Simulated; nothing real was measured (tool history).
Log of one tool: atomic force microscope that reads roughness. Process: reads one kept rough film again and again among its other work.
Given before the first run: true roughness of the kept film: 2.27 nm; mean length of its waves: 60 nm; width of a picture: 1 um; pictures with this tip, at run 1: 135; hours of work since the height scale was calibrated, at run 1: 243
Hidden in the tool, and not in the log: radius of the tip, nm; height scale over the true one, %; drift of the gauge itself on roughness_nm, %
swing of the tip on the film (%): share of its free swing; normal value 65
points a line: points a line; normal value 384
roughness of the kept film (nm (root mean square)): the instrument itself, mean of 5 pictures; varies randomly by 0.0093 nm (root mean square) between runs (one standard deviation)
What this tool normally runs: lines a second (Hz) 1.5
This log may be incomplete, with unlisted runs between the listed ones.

| run | hour | lines a second (Hz) | swing of the tip on the film (%) | points a line | pictures with this tip | hours of work since the height scale was calibrated | roughness of the kept film (nm (root mean square)) |
|---|---|---|---|---|---|---|---|
| 1 | 0 | 1.5 | 65 | 384 | 135 | 243 | 2.113 |
| 2 | 3.9 | 1.5 | 65 | 384 | 143 | 246 | 2.089 |
| 3 | 8.8 | 0.75 | 65 | 384 | 153 | 249 | 2.15 |
| 4 | 15.2 | 0.75 | 65 | 384 | 166 | 253 | 2.157 |
| 5 | 22.7 | 1.5 | 73 | 384 | 181 | 258 | 2.012 |
| 6 | 30.1 | 1.5 | 65 | 384 | 197 | 263 | 2.107 |
| 7 | 36 | 1.5 | 65 | 384 | 209 | 267 | 2.102 |
| 8 | 44.1 | 1.5 | 65 | 384 | 225 | 272 | 2.106 |
| 9 | 53 | 1.5 | 65 | 384 | 244 | 277 | 2.098 |
| 10 | 61.9 | 1.5 | 65 | 384 | 262 | 283 | 2.099 |
| 11 | 68.6 | 3.1 | 65 | 384 | 276 | 287 | 1.965 |
| 12 | 76.9 | 3.1 | 65 | 384 | 293 | 293 | 1.951 |
| 13 | 82.6 | 3.1 | 65 | 384 | 304 | 296 | 1.953 |
| 14 | 90.7 | 3.1 | 65 | 384 | 321 | 302 | 1.962 |
| 15 | 97.5 | 3.1 | 64 | 384 | 335 | 306 | 1.98 |
| 16 | 105.5 | 1.5 | 65 | 350 | 351 | 311 | 2.09 |
| 17 | 109.8 | 1.5 | 65 | 350 | 360 | 314 | 2.104 |
|  | 114.5 | new tip fitted |
| 18 | 118.5 | 1.5 | 65 | 818 | 8 | 319 | 2.112 |
| 19 | 124.7 | 1.5 | 65 | 818 | 21 | 323 | 2.101 |
| 20 | 132.4 | 1.5 | 65 | 818 | 37 | 328 | 2.104 |
| 21 | 137.6 | 0.87 | 65 | 384 | 47 | 331 | 2.166 |
| 22 | 144.2 | 3.14 | 65 | 384 | 61 | 336 | 1.962 |
| 23 | 148.3 | 3.14 | 65 | 384 | 69 | 338 | 1.969 |
| 24 | 153.7 | 2.69 | 58 | 453 | 81 | 342 | 2.082 |
| 25 | 160.1 | 0.71 | 58 | 453 | 94 | 346 | 2.18 |
| 26 | 164.2 | 0.71 | 58 | 453 | 102 | 348 | 2.214 |
| 27 | 172.2 | 2.79 | 67 | 719 | 118 | 354 | 1.982 |
| 28 | 181.1 | 2.79 | 61 | 507 | 137 | 359 | 2.02 |
| 29 | 188.8 | 1.5 | 65 | 384 | 153 | 364 | 2.102 |
| 30 | 194.9 | 1.5 | 65 | 384 | 165 | 368 | 2.087 |
| 31 | 199.9 | 1.23 | 65 | 272 | 175 | 371 | 2.087 |
| 32 | 206.3 | 1.23 | 65 | 340 | 189 | 375 | 2.13 |
| 33 | 213.1 | 1.5 | 80 | 671 | 203 | 380 | 1.943 |
| 34 | 220.6 | 1.5 | 80 | 671 | 218 | 385 | 1.95 |
| 35 | 225.5 | 1.5 | 85 | 671 | 228 | 388 | 1.871 |
| 36 | 230.7 | 1.5 | 85 | 671 | 239 | 391 | 1.88 |
| 37 | 238.2 | 1.5 | 85 | 671 | 254 | 396 | 1.889 |
| 38 | 244 | 1.55 | 87 | 384 | 266 | 400 | 1.825 |
| 39 | 249.9 | 1.55 | 87 | 384 | 278 | 403 | 1.841 |
| 40 | 258.1 | 1.5 | 68 | 464 | 295 | 409 | 2.071 |
| 41 | 265.8 | 1.5 | 68 | 464 | 311 | 414 | 2.073 |

5 options for the next run, each taken on its own from the tool as it stands now. Forecast them:
| A | 274.3 | 0.66 | 58 | 464 | 328 | 419 | ? |
| B | 274.3 | 1.76 | 84 | 715 | 328 | 419 | ? |
| C | 274.3 | 2.11 | 65 | 790 | 328 | 419 | ? |
| D | 274.3 | 1.5 | 82 | 464 | 328 | 419 | ? |
| E | 274.3 | 0.78 | 81 | 670 | 328 | 419 | ? |

| run | roughness of the kept film (nm (root mean square)) |
|---|---|
| A | 2.182 |
| B | 1.835 |
| C | 2.064 |
| D | 1.913 |
| E | 2.063 |
What these runs would have given with no unlogged condition in the tool:
| run | roughness of the kept film (nm (root mean square)) |
|---|---|
| A | 2.185 |
| B | 1.837 |
| C | 2.067 |
| D | 1.916 |
| E | 2.066 |
